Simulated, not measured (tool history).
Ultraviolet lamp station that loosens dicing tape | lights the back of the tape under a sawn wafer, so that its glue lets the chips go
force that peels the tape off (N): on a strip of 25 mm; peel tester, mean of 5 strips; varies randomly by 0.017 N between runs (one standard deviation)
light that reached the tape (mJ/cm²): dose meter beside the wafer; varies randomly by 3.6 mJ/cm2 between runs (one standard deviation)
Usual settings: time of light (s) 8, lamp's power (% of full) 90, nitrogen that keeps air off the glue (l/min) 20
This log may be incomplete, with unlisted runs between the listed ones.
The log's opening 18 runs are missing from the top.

run	hour	time of light (s)	lamp's power (% of full)	nitrogen that keeps air off the glue (l/min)	force that peels the tape off (N)	light that reached the tape (mJ/cm²)
19	725.8	8	89	20	1.061	511
20	749.9	8	76	20	1.373	437
21	803.7	8	90	20	1.060	498
22	846.4	8	90	20	1.069	497
23	902.3	8	97	20	0.960	519
24	932.0	8	79	20	1.395	414
25	963.5	8	79	20	1.503	414
# hour 969.3: window cleaned of glue's vapour
26	993.6	12	79	38	0.449	671
27	1044.6	5	93	20	2.059	321
28	1096.4	5	93	20	2.157	316
29	1125.3	5	93	20	2.125	312
30	1168.7	10	98	18	0.724	644
31	1204.3	8	90	16	1.374	467
32	1233.3	8	90	16	1.407	462
33	1257.0	10	90	16	0.936	572
34	1293.2	7	92	15	1.734	399
# hour 1307.1: window cleaned of glue's vapour
35	1318.2	7	92	15	1.496	433
36	1360.5	7	77	39	1.283	354
37	1384.3	5	89	20	2.340	300
38	1408.5	8	90	12	1.558	464
39	1438.0	9	64	16	1.859	373
40	1466.4	9	64	16	1.919	368
41	1504.8	9	64	16	1.984	358
42	1552.6	8	89	23	1.245	439
43	1582.1	12	64	7	2.055	472

Here are 4 independent what-if runs from the current tool condition. What would each one return?
A	1612.2	5	81	18	?	?
B	1612.2	9	71	12	?	?
C	1612.2	9	90	14	?	?
D	1612.2	10	68	29	?	?

run	force that peels the tape off (N)	light that reached the tape (mJ/cm²)
A	2.816	239
B	2.017	384
C	1.399	483
D	1.223	408
With no hidden state in the tool, these same runs would have given:
run	force that peels the tape off (N)	light that reached the tape (mJ/cm²)
A	2.004	328
B	1.299	524
C	0.822	660
D	0.711	557
